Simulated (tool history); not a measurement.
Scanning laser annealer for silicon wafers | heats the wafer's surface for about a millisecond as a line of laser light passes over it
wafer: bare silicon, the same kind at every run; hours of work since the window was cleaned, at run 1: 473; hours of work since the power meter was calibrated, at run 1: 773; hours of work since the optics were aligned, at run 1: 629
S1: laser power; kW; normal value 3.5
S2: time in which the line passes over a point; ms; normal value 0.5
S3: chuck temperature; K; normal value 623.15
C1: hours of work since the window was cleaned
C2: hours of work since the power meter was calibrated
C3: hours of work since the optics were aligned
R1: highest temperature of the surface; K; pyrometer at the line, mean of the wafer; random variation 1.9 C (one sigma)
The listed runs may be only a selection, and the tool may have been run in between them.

run    hour     S1     S2      S3   C1    C2    C3       R1
  1       0    3.5    0.5  623.15  473   773   629  1370.15
        6.6  -- window over the wafer cleaned
  2    67.4    3.5    0.5  623.15   29   803   660  1341.15
  3   129.2    3.5  0.355  623.15   58   833   689  1237.15
  4   198.2    3.5  0.355  623.15   91   865   722  1234.15
  5   265.3    3.5  0.355  623.15  122   897   753  1232.15
  6     338    3.5    0.5  623.15  157   931   788  1329.15
  7   400.7    3.5    0.5  623.15  186   961   817  1323.15
      427.8  -- window over the wafer cleaned, once more
  8   435.8    3.5    0.5  623.15    4   977   833  1425.15
  9   511.6    3.5    0.5  623.15   40  1012   869  1424.15
 10     569    3.5    0.5  591.15   67  1040   896  1390.15
 11   612.6    3.5    0.5  591.15   87  1060   917  1381.15
 12   652.4    3.5    0.5  591.15  106  1079   935  1381.15
 13   685.5    3.5    0.5  591.15  122  1095   951  1380.15
 14   753.9    3.5  0.505  623.15  154  1127   983  1408.15
 15   832.3    3.5  0.505  623.15  191  1164  1020  1407.15
 16   889.8    3.5  0.505  623.15  218  1191  1048  1402.15
 17   926.9    3.5  0.505  623.15  236  1209  1065  1400.15
 18   982.5    3.5  0.586  623.15  262  1235  1091  1452.15
 19  1035.3    3.5  0.586  623.15  287  1260  1116  1446.15
 20  1100.6    3.5  0.586  623.15  318  1291  1147  1441.15
 21  1168.3    3.5  0.586  623.15  350  1323  1179  1440.15
 22  1219.9    3.5  0.511  637.15  374  1347  1204  1399.15
 23  1267.8    3.5  0.511  637.15  397  1370  1226  1397.15
 24  1300.9  3.384  0.468  611.15  413  1385  1242  1311.15
 25  1346.6  3.627  0.468  611.15  434  1407  1263  1376.15
 26  1380.7    3.5  0.606  623.15  450  1423  1280  1439.15
 27  1426.9    3.5  0.606  623.15  472  1445  1301  1435.15
     1435.2  -- window over the wafer cleaned
 28  1494.5  3.738    0.5  586.15   28  1476  1332  1451.15
 29  1560.3  3.614  0.533  613.15   59  1507  1363  1462.15
 30  1619.8    3.5  0.533  613.15   87  1535  1392  1426.15
 31  1681.5    3.5  0.533  613.15  116  1564  1421  1420.15
 32  1759.8  3.109    0.5  623.15  153  1601  1458  1289.15
 33  1803.1   3.61  0.438  615.15  174  1622  1478  1378.15
 34  1851.5  3.731  0.354  595.15  197  1645  1501  1319.15
 35  1926.8  3.731  0.354  595.15  232  1680  1537  1314.15
 36    1998  3.701  0.504  595.15  266  1714  1570  1421.15
 37  2048.2  3.701  0.504  595.15  290  1738  1594  1419.15
     2091.9  -- optics aligned, line set to its width
 38  2108.8  3.701  0.504  595.15  316  1764     8  1439.15
 39  2174.1  3.701  0.504  595.15  347  1795    39  1438.15
 40  2254.3  3.246  0.504  595.15  385  1833    77  1298.15

Below are 4 alternative next runs, each starting from the tool's condition after run 40. Predict each:
  A  2322.9  3.246  0.504  590.15  417  1865  109   ?
  B  2322.9  3.038    0.5  587.15  417  1865  109   ?
  C  2322.9    3.5   0.45  616.15  417  1865  109   ?
  D  2322.9  3.177  0.504  595.15  417  1865  109   ?

run       R1
  A  1286.15
  B  1223.15
  C  1352.15
  D  1272.15
Had the tool no hidden state, the same runs would have come out as:
run       R1
  A  1325.15
  B  1258.15
  C  1393.15
  D  1309.15

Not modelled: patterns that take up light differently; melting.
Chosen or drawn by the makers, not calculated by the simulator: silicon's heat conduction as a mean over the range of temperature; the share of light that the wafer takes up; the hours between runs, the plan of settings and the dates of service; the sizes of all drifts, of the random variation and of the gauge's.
